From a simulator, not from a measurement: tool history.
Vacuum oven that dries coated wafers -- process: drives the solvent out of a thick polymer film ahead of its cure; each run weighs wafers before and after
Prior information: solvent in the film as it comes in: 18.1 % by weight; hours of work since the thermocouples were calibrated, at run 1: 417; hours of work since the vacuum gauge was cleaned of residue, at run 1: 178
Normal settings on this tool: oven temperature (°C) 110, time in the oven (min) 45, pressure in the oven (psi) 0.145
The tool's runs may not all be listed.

| run | hour | oven temperature (°C) | time in the oven (min) | pressure in the oven (psi) | hours of work since the thermocouples were calibrated | hours of work since the vacuum gauge was cleaned of residue | solvent left in the film (%) |
|---|---|---|---|---|---|---|---|
| 1 | 0 | 110 | 45 | 0.145 | 417 | 178 | 2.41 |
| 2 | 21.5 | 110 | 45 | 0.145 | 430 | 190 | 2.23 |
| 3 | 42.2 | 110 | 45 | 0.145 | 441 | 202 | 2.29 |
| 4 | 64.1 | 110 | 45 | 0.448 | 454 | 214 | 5.17 |
| 5 | 78.4 | 110 | 45 | 0.448 | 462 | 222 | 5.21 |
| 6 | 92.5 | 110 | 45 | 0.145 | 470 | 230 | 2.37 |
| 7 | 105.3 | 110 | 47 | 0.145 | 477 | 238 | 2.25 |
| 8 | 134.1 | 110 | 47 | 0.145 | 493 | 254 | 2.33 |
| 9 | 155.6 | 110 | 47 | 0.145 | 505 | 266 | 2.35 |
| 10 | 170.4 | 110 | 47 | 0.145 | 514 | 275 | 2.37 |
| 11 | 190.7 | 110 | 45 | 0.145 | 525 | 286 | 2.42 |
| 12 | 213.6 | 110 | 45 | 0.145 | 538 | 299 | 2.46 |
| 13 | 242.6 | 110 | 45 | 0.145 | 555 | 315 | 2.42 |
| 14 | 269.8 | 124 | 56 | 0.088 | 570 | 331 | 0.69 |
| 15 | 295.2 | 121 | 38 | 0.281 | 584 | 345 | 2.38 |
| 16 | 317.8 | 121 | 38 | 0.281 | 597 | 358 | 2.49 |
| 17 | 343.5 | 99 | 67 | 0.125 | 612 | 373 | 2.95 |
| 18 | 358.9 | 98 | 29 | 0.367 | 621 | 381 | 9.23 |
| 19 | 373.9 | 103 | 29 | 0.074 | 629 | 390 | 4.83 |
| 20 | 391.7 | 103 | 29 | 0.074 | 639 | 400 | 4.75 |
| 21 | 418.7 | 103 | 29 | 0.074 | 654 | 415 | 4.9 |

Below, some changes in solvent left in the film (%) between adjacent runs. For each, the amount present without the hidden state too (settings, incoming material, random variation) and the amount remaining for the hidden state with gauge scatter not shared by both compared results:
The hidden state here: true wafer temperature over the reading, C; true pressure over the reading, kPa; drift of the gauge itself on solvent_pct, %.
Run 13 -> 14: oven temperature (°C) 110 -> 124, time in the oven (min) 45 -> 56, pressure in the oven (psi) 0.145 -> 0.088. solvent left in the film (%) -1.73: hidden state -0.16, all else -1.57.
Run 16 -> 17: oven temperature (°C) 121 -> 99, time in the oven (min) 38 -> 67, pressure in the oven (psi) 0.281 -> 0.125. solvent left in the film (%) +0.46: hidden state +0.25, all else +0.21.
Run 17 -> 18: oven temperature (°C) 99 -> 98, time in the oven (min) 67 -> 29, pressure in the oven (psi) 0.125 -> 0.367. solvent left in the film (%) +6.28: hidden state +0.09, all else +6.19.
Run 18 -> 19: oven temperature (°C) 98 -> 103, pressure in the oven (psi) 0.367 -> 0.074. solvent left in the film (%) -4.4: hidden state -0.1, all else -4.3.
